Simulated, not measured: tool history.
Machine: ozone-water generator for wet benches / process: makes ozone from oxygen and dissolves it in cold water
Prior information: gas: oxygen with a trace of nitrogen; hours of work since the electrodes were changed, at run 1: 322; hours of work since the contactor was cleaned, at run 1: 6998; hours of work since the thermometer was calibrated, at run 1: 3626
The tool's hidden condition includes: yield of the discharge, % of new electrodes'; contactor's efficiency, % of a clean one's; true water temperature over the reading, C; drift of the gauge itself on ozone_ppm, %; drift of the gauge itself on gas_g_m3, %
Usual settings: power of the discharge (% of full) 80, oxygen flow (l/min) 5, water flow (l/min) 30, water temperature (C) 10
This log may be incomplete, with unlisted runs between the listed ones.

| run | hour | power of the discharge (% of full) | oxygen flow (l/min) | water flow (l/min) | water temperature (C) | hours of work since the electrodes were changed | hours of work since the contactor was cleaned | hours of work since the thermometer was calibrated | dissolved ozone (ppm) | ozone in the gas ahead of the water (g/m3) |
|---|---|---|---|---|---|---|---|---|---|---|
| 1 | 0 | 80 | 5 | 30 | 10 | 322 | 6998 | 3626 | 27.1 | 288.9 |
| 2 | 34.9 | 97 | 5 | 30 | 10 | 351 | 7027 | 3655 | 31.1 | 330.1 |
| 3 | 82.4 | 97 | 5 | 30 | 10 | 391 | 7067 | 3695 | 30.6 | 331.1 |
| 4 | 125.8 | 97 | 5 | 30 | 10 | 428 | 7104 | 3732 | 31 | 334.2 |
| 5 | 178.7 | 97 | 5 | 30 | 10 | 473 | 7148 | 3777 | 30.7 | 331.2 |
| 6 | 233.8 | 97 | 5 | 30 | 10 | 519 | 7195 | 3823 | 31 | 330.1 |
| 7 | 262.6 | 97 | 5 | 30 | 10 | 543 | 7219 | 3848 | 31 | 330.4 |
| 8 | 295.3 | 97 | 5 | 30 | 10 | 571 | 7247 | 3875 | 30.6 | 329 |
| 9 | 350.6 | 97 | 5 | 30 | 10 | 618 | 7294 | 3922 | 30.7 | 329.2 |
| 10 | 410.4 | 97 | 5 | 30 | 10 | 668 | 7344 | 3972 | 31.1 | 329.5 |
| 11 | 467.8 | 80 | 5 | 30 | 7 | 717 | 7392 | 4021 | 27.8 | 288.2 |
| 12 | 526.7 | 80 | 5 | 30 | 7 | 766 | 7442 | 4071 | 27.4 | 286 |
| 13 | 569.3 | 80 | 5 | 26 | 10 | 802 | 7478 | 4107 | 30.8 | 286.2 |
| 14 | 596.4 | 80 | 3.42 | 21 | 10 | 825 | 7501 | 4129 | 34.1 | 346.6 |
| 15 | 639.2 | 61 | 8.61 | 44 | 13 | 861 | 7537 | 4166 | 16.7 | 179.7 |
| 16 | 672.7 | 50 | 8.61 | 44 | 13 | 890 | 7565 | 4194 | 14.4 | 156.8 |
| 17 | 721.7 | 80 | 5 | 30 | 8 | 931 | 7607 | 4235 | 27 | 285.2 |
| 18 | 760.8 | 82 | 3.26 | 34 | 10 | 964 | 7640 | 4268 | 21.3 | 360.3 |
| 19 | 806 | 82 | 3.26 | 34 | 10 | 1002 | 7678 | 4306 | 21.3 | 359.6 |
| 20 | 840.6 | 58 | 3.26 | 48 | 10 | 1031 | 7707 | 4336 | 11.4 | 283.4 |
| 21 | 877.8 | 50 | 3.43 | 25 | 10 | 1063 | 7739 | 4367 | 20.7 | 245.8 |
| 22 | 936 | 80 | 5 | 19 | 10 | 1112 | 7788 | 4416 | 39.6 | 286.9 |
| 23 | 985.6 | 80 | 5 | 46 | 16 | 1154 | 7830 | 4458 | 16.7 | 287 |

How would selected steps in dissolved ozone (ppm) from run to run divide? Give the signed amount a tool lacking its hidden state would still show from settings, what came in and random variation, and the signed amount left for the hidden state, including any gauge scatter that is not in both of the compared results.
Run 21 -> 22: power of the discharge (% of full) 50 -> 80, oxygen flow (l/min) 3.43 -> 5, water flow (l/min) 25 -> 19. dissolved ozone (ppm) +18.9: hidden state -1.2, all else +20.1.
Run 22 -> 23: water flow (l/min) 19 -> 46, water temperature (C) 10 -> 16. dissolved ozone (ppm) -22.9: hidden state +1.1, all else -24.

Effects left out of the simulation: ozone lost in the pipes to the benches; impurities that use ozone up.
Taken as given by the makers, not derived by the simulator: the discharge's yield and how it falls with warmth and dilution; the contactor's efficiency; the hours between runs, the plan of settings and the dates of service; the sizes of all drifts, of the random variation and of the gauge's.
